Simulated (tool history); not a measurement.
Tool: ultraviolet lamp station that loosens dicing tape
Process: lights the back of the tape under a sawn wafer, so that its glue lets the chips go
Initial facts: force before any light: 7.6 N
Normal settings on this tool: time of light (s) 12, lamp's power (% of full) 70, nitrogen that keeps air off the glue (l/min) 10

run	hour	time of light (s)	lamp's power (% of full)	nitrogen that keeps air off the glue (l/min)	force that peels the tape off (N)	light that reached the tape (mJ/cm²)
1	0.0	12	70	10	1.564	339
2	39.3	9	70	10	2.385	249
3	68.7	12	70	10	1.703	328
4	98.3	12	70	10	1.663	321
5	132.0	12	70	10	1.748	316
6	162.1	12	70	10	1.747	311
7	195.9	12	74	19	1.358	323
8	232.6	13	81	4	1.864	377
9	260.2	13	93	4	1.561	432
10	282.3	7	93	6	2.922	222

Here are 3 independent what-if runs from the current tool condition. What would each one return?
A	299.3	10	74	6	?	?
B	299.3	10	89	10	?	?
C	299.3	17	93	16	?	?

run	force that peels the tape off (N)	light that reached the tape (mJ/cm²)
A	2.601	252
B	1.797	308
C	0.502	548
Without the tool's unlogged condition, the same runs would have read:
run	force that peels the tape off (N)	light that reached the tape (mJ/cm²)
A	1.271	431
B	0.696	523
C	0.155	931

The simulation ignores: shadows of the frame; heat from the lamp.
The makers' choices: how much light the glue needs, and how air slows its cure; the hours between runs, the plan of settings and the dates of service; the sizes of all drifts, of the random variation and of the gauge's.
